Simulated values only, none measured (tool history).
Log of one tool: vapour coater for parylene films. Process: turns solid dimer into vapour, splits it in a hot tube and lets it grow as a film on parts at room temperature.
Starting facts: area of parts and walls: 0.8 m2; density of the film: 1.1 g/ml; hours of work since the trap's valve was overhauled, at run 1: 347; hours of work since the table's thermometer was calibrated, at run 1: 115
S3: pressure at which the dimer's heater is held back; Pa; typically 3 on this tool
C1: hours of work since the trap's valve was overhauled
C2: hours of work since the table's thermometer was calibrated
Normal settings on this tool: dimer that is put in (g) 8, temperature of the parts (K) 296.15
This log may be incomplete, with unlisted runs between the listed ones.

{"run": 1, "hour": 0.0, "dimer that is put in (g)": 8, "temperature of the parts (K)": 296.15, "S3": 3, "C1": 347, "C2": 115, "thickness of the film (um)": 6.52}
{"run": 2, "hour": 30.2, "dimer that is put in (g)": 4, "temperature of the parts (K)": 296.15, "S3": 3, "C1": 364, "C2": 131, "thickness of the film (um)": 3.22}
{"run": 3, "hour": 51.8, "dimer that is put in (g)": 4, "temperature of the parts (K)": 296.15, "S3": 3, "C1": 375, "C2": 143, "thickness of the film (um)": 3.27}
{"run": 4, "hour": 75.8, "dimer that is put in (g)": 4, "temperature of the parts (K)": 296.15, "S3": 3, "C1": 388, "C2": 156, "thickness of the film (um)": 3.22}
{"run": 5, "hour": 99.4, "dimer that is put in (g)": 4, "temperature of the parts (K)": 296.15, "S3": 3.23, "C1": 401, "C2": 168, "thickness of the film (um)": 3.17}
{"run": 6, "hour": 121.9, "dimer that is put in (g)": 4, "temperature of the parts (K)": 296.15, "S3": 3.23, "C1": 413, "C2": 180, "thickness of the film (um)": 3.23}
{"run": 7, "hour": 144.2, "dimer that is put in (g)": 4, "temperature of the parts (K)": 296.15, "S3": 3.23, "C1": 425, "C2": 192, "thickness of the film (um)": 3.18}
{"run": 8, "hour": 164.4, "dimer that is put in (g)": 4, "temperature of the parts (K)": 296.15, "S3": 7.75, "C1": 435, "C2": 203, "thickness of the film (um)": 2.57}
{"run": 9, "hour": 180.6, "dimer that is put in (g)": 4, "temperature of the parts (K)": 296.15, "S3": 7.75, "C1": 444, "C2": 212, "thickness of the film (um)": 2.55}
{"run": 10, "hour": 203.9, "dimer that is put in (g)": 4, "temperature of the parts (K)": 296.15, "S3": 7.75, "C1": 456, "C2": 224, "thickness of the film (um)": 2.56}
{"run": 11, "hour": 237.1, "dimer that is put in (g)": 8, "temperature of the parts (K)": 289.15, "S3": 3, "C1": 474, "C2": 242, "thickness of the film (um)": 8.16}
{"run": 12, "hour": 253.5, "dimer that is put in (g)": 8, "temperature of the parts (K)": 289.15, "S3": 3, "C1": 483, "C2": 251, "thickness of the film (um)": 7.98}
{"hour": 276.1, "done": "trap's valve overhauled"}
{"run": 13, "hour": 276.8, "dimer that is put in (g)": 8, "temperature of the parts (K)": 289.15, "S3": 3, "C1": 0, "C2": 261, "thickness of the film (um)": 7.79}
{"run": 14, "hour": 308.7, "dimer that is put in (g)": 8, "temperature of the parts (K)": 289.15, "S3": 3, "C1": 17, "C2": 278, "thickness of the film (um)": 7.83}
{"run": 15, "hour": 339.9, "dimer that is put in (g)": 8, "temperature of the parts (K)": 289.15, "S3": 3, "C1": 34, "C2": 295, "thickness of the film (um)": 7.8}
{"hour": 375.0, "done": "trap's valve overhauled, once more"}
{"run": 16, "hour": 377.6, "dimer that is put in (g)": 8, "temperature of the parts (K)": 296.15, "S3": 3, "C1": 1, "C2": 313, "thickness of the film (um)": 6.9}
{"run": 17, "hour": 396.3, "dimer that is put in (g)": 8, "temperature of the parts (K)": 296.15, "S3": 3, "C1": 11, "C2": 323, "thickness of the film (um)": 6.88}
{"run": 18, "hour": 415.2, "dimer that is put in (g)": 8, "temperature of the parts (K)": 296.15, "S3": 3, "C1": 21, "C2": 333, "thickness of the film (um)": 6.88}
{"run": 19, "hour": 450.8, "dimer that is put in (g)": 8, "temperature of the parts (K)": 296.15, "S3": 3, "C1": 41, "C2": 352, "thickness of the film (um)": 6.88}
{"run": 20, "hour": 477.1, "dimer that is put in (g)": 8, "temperature of the parts (K)": 296.15, "S3": 3, "C1": 55, "C2": 366, "thickness of the film (um)": 6.83}
{"run": 21, "hour": 501.9, "dimer that is put in (g)": 8, "temperature of the parts (K)": 296.15, "S3": 3, "C1": 68, "C2": 379, "thickness of the film (um)": 6.87}
{"run": 22, "hour": 534.2, "dimer that is put in (g)": 8, "temperature of the parts (K)": 296.15, "S3": 3, "C1": 85, "C2": 396, "thickness of the film (um)": 6.78}
{"run": 23, "hour": 549.8, "dimer that is put in (g)": 5, "temperature of the parts (K)": 296.15, "S3": 3, "C1": 93, "C2": 405, "thickness of the film (um)": 4.31}
{"run": 24, "hour": 586.6, "dimer that is put in (g)": 5, "temperature of the parts (K)": 296.15, "S3": 3, "C1": 113, "C2": 424, "thickness of the film (um)": 4.23}
{"run": 25, "hour": 602.9, "dimer that is put in (g)": 7, "temperature of the parts (K)": 292.15, "S3": 7.76, "C1": 122, "C2": 433, "thickness of the film (um)": 5.57}
{"run": 26, "hour": 618.0, "dimer that is put in (g)": 12, "temperature of the parts (K)": 296.15, "S3": 7.84, "C1": 130, "C2": 441, "thickness of the film (um)": 8.14}
{"run": 27, "hour": 642.8, "dimer that is put in (g)": 12, "temperature of the parts (K)": 296.15, "S3": 7.84, "C1": 143, "C2": 455, "thickness of the film (um)": 7.95}
{"run": 28, "hour": 668.5, "dimer that is put in (g)": 12, "temperature of the parts (K)": 296.15, "S3": 7.84, "C1": 157, "C2": 468, "thickness of the film (um)": 8.04}
{"run": 29, "hour": 685.9, "dimer that is put in (g)": 12, "temperature of the parts (K)": 296.15, "S3": 7.84, "C1": 166, "C2": 478, "thickness of the film (um)": 8.13}
{"run": 30, "hour": 701.5, "dimer that is put in (g)": 13, "temperature of the parts (K)": 296.15, "S3": 5.45, "C1": 175, "C2": 486, "thickness of the film (um)": 9.61}
{"run": 31, "hour": 724.5, "dimer that is put in (g)": 4, "temperature of the parts (K)": 290.15, "S3": 7.71, "C1": 187, "C2": 498, "thickness of the film (um)": 3.36}
{"run": 32, "hour": 744.7, "dimer that is put in (g)": 4, "temperature of the parts (K)": 290.15, "S3": 7.71, "C1": 198, "C2": 509, "thickness of the film (um)": 3.32}
{"run": 33, "hour": 768.6, "dimer that is put in (g)": 4, "temperature of the parts (K)": 290.15, "S3": 7.71, "C1": 210, "C2": 522, "thickness of the film (um)": 3.36}
{"run": 34, "hour": 783.3, "dimer that is put in (g)": 4, "temperature of the parts (K)": 290.15, "S3": 7.71, "C1": 218, "C2": 530, "thickness of the film (um)": 3.34}
{"run": 35, "hour": 817.2, "dimer that is put in (g)": 4, "temperature of the parts (K)": 292.15, "S3": 7.71, "C1": 236, "C2": 548, "thickness of the film (um)": 3.15}
{"run": 36, "hour": 851.7, "dimer that is put in (g)": 9, "temperature of the parts (K)": 292.15, "S3": 5.9, "C1": 255, "C2": 566, "thickness of the film (um)": 7.36}
{"run": 37, "hour": 877.0, "dimer that is put in (g)": 8, "temperature of the parts (K)": 299.15, "S3": 6.17, "C1": 268, "C2": 580, "thickness of the film (um)": 5}
{"run": 38, "hour": 911.2, "dimer that is put in (g)": 8, "temperature of the parts (K)": 299.15, "S3": 6.17, "C1": 287, "C2": 598, "thickness of the film (um)": 4.94}
{"run": 39, "hour": 926.5, "dimer that is put in (g)": 8, "temperature of the parts (K)": 299.15, "S3": 6.17, "C1": 295, "C2": 606, "thickness of the film (um)": 4.94}
{"run": 40, "hour": 958.4, "dimer that is put in (g)": 6, "temperature of the parts (K)": 295.15, "S3": 10.74, "C1": 312, "C2": 623, "thickness of the film (um)": 3.73}
{"run": 41, "hour": 976.6, "dimer that is put in (g)": 6, "temperature of the parts (K)": 301.15, "S3": 3, "C1": 322, "C2": 633, "thickness of the film (um)": 4.04}
{"run": 42, "hour": 1010.0, "dimer that is put in (g)": 6, "temperature of the parts (K)": 301.15, "S3": 3, "C1": 340, "C2": 651, "thickness of the film (um)": 4.01}
{"run": 43, "hour": 1035.7, "dimer that is put in (g)": 8, "temperature of the parts (K)": 293.15, "S3": 3, "C1": 353, "C2": 665, "thickness of the film (um)": 7.22}
{"run": 44, "hour": 1052.5, "dimer that is put in (g)": 8, "temperature of the parts (K)": 293.15, "S3": 3, "C1": 362, "C2": 674, "thickness of the film (um)": 7.22}
{"run": 45, "hour": 1075.1, "dimer that is put in (g)": 9, "temperature of the parts (K)": 296.15, "S3": 3.42, "C1": 374, "C2": 686, "thickness of the film (um)": 6.94}

What differs in the tool's unlogged condition from the final listed run ahead of each entry between runs to the first listed run following it?
Between runs 12 and 13: trap's valve overhauled (hour 276.1)
  vapour lost through the trap's worn valve, %: 9.4 -> 12; true temperature of the parts over the reading, C: 0.41 -> 0.42
  measured result minus the result with no hidden state, thickness of the film (um): -0.83 -> -1.06
Between runs 15 and 16: trap's valve overhauled, once more (hour 375)
  vapour lost through the trap's worn valve, %: 12.6 -> 0.7; true temperature of the parts over the reading, C: 0.43 -> 0.44
  measured result minus the result with no hidden state, thickness of the film (um): -1.13 -> -0.16
